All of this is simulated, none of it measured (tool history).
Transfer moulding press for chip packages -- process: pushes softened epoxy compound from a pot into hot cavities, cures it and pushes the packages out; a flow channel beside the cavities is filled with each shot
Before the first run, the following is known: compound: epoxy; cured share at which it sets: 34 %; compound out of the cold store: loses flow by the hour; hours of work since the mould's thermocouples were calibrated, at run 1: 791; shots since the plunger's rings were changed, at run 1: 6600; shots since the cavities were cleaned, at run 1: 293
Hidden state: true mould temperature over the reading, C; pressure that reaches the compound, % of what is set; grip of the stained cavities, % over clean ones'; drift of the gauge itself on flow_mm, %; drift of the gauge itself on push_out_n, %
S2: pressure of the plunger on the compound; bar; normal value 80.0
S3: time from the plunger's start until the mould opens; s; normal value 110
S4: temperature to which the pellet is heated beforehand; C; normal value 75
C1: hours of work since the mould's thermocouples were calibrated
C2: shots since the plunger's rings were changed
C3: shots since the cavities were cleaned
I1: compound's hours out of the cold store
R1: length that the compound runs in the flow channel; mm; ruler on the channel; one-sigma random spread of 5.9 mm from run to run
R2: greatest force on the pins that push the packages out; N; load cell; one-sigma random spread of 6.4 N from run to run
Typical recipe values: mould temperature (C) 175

run 1 hour=0.0 | mould_temperature_(C)=175 S2=80.0 S3=110 S4=75 | C1=791 C2=6600 C3=293 | I1=13.3 | R1=591 R2=377
-- hour=18.5 plunger's sealing rings changed
run 2 hour=41.5 | mould_temperature_(C)=175 S2=66.0 S3=110 S4=75 | C1=813 C2=224 C3=674 | I1=20.1 | R1=602 R2=433
-- hour=58.7 cavities cleaned with cleaning compound and waxed
-- hour=69.9 mould's thermocouples calibrated
run 3 hour=82.8 | mould_temperature_(C)=175 S2=66.0 S3=110 S4=75 | C1=8 C2=594 C3=216 | I1=42.4 | R1=550 R2=360
run 4 hour=116.1 | mould_temperature_(C)=175 S2=66.0 S3=110 S4=75 | C1=27 C2=920 C3=542 | I1=21.8 | R1=602 R2=423
-- hour=147.0 cavities cleaned with cleaning compound and waxed
run 5 hour=157.0 | mould_temperature_(C)=175 S2=66.0 S3=110 S4=75 | C1=50 C2=1305 C3=98 | I1=19.9 | R1=596 R2=323
run 6 hour=199.2 | mould_temperature_(C)=175 S2=66.0 S3=110 S4=75 | C1=75 C2=1718 C3=511 | I1=47.8 | R1=533 R2=419
-- hour=232.4 cavities cleaned with cleaning compound and waxed
run 7 hour=233.5 | mould_temperature_(C)=175 S2=80.0 S3=110 S4=75 | C1=94 C2=2039 C3=11 | I1=31.7 | R1=635 R2=265
run 8 hour=269.5 | mould_temperature_(C)=175 S2=63.9 S3=110 S4=75 | C1=116 C2=2390 C3=362 | I1=48.0 | R1=521 R2=387
-- hour=320.8 cavities cleaned with cleaning compound and waxed
run 9 hour=322.9 | mould_temperature_(C)=175 S2=80.0 S3=91 S4=75 | C1=146 C2=2898 C3=20 | I1=17.4 | R1=629 R2=396
run 10 hour=369.2 | mould_temperature_(C)=175 S2=80.0 S3=91 S4=75 | C1=173 C2=3351 C3=473 | I1=9.9 | R1=652 R2=625
-- hour=405.8 cavities cleaned with cleaning compound and waxed
run 11 hour=424.6 | mould_temperature_(C)=175 S2=80.0 S3=91 S4=75 | C1=205 C2=3878 C3=184 | I1=14.6 | R1=636 R2=532
run 12 hour=487.4 | mould_temperature_(C)=175 S2=80.0 S3=110 S4=75 | C1=242 C2=4492 C3=798 | I1=35.3 | R1=592 R2=442
-- hour=493.6 cavities cleaned with cleaning compound and waxed
run 13 hour=525.8 | mould_temperature_(C)=175 S2=70.9 S3=110 S4=75 | C1=264 C2=4853 C3=315 | I1=25.2 | R1=561 R2=402
-- hour=583.0 cavities cleaned with cleaning compound and waxed
run 14 hour=583.0 | mould_temperature_(C)=174 S2=65.0 S3=139 S4=67 | C1=296 C2=5398 C3=0 | I1=37.2 | R1=508 R2=215
run 15 hour=626.5 | mould_temperature_(C)=175 S2=80.0 S3=128 S4=75 | C1=322 C2=5823 C3=425 | I1=17.8 | R1=598 R2=351
run 16 hour=661.4 | mould_temperature_(C)=169 S2=80.0 S3=116 S4=66 | C1=342 C2=6164 C3=766 | I1=39.1 | R1=570 R2=578
-- hour=669.5 cavities cleaned with cleaning compound and waxed
-- hour=724.1 plunger's sealing rings changed
run 17 hour=737.4 | mould_temperature_(C)=169 S2=72.8 S3=116 S4=73 | C1=385 C2=130 C3=639 | I1=23.0 | R1=656 R2=551
-- hour=760.8 cavities cleaned with cleaning compound and waxed
run 18 hour=815.9 | mould_temperature_(C)=176 S2=77.0 S3=132 S4=73 | C1=430 C2=883 C3=538 | I1=33.5 | R1=625 R2=344
-- hour=849.9 cavities cleaned with cleaning compound and waxed
run 19 hour=856.2 | mould_temperature_(C)=176 S2=77.0 S3=132 S4=73 | C1=453 C2=1262 C3=61 | I1=15.1 | R1=664 R2=233
run 20 hour=924.2 | mould_temperature_(C)=174 S2=80.0 S3=110 S4=68 | C1=493 C2=1928 C3=727 | I1=20.1 | R1=647 R2=470
-- hour=936.7 cavities cleaned with cleaning compound and waxed
run 21 hour=992.4 | mould_temperature_(C)=174 S2=80.0 S3=110 S4=68 | C1=532 C2=2580 C3=544 | I1=44.4 | R1=607 R2=429
-- hour=1027.4 cavities cleaned with cleaning compound and waxed
run 22 hour=1061.4 | mould_temperature_(C)=174 S2=80.0 S3=110 S4=68 | C1=572 C2=3241 C3=333 | I1=9.1 | R1=660 R2=408
-- hour=1113.0 cavities cleaned with cleaning compound and waxed
run 23 hour=1140.7 | mould_temperature_(C)=173 S2=80.0 S3=110 S4=68 | C1=617 C2=4001 C3=271 | I1=24.1 | R1=614 R2=420
-- hour=1198.9 cavities cleaned with cleaning compound and waxed
run 24 hour=1208.0 | mould_temperature_(C)=176 S2=92.0 S3=106 S4=68 | C1=656 C2=4645 C3=90 | I1=18.4 | R1=651 R2=303

The next listed run, before its measurement:
run 25 hour=1245.1 | mould_temperature_(C)=176 S2=92.0 S3=106 S4=73 | C1=678 C2=5007 C3=452 | I1=39.3 | R1=? R2=?

{"run 25": {"R1": 609, "R2": 396}}
Were there no unlogged condition in the tool, this run, its random variation unchanged, would have produced R1 676 mm, R2 251 N.
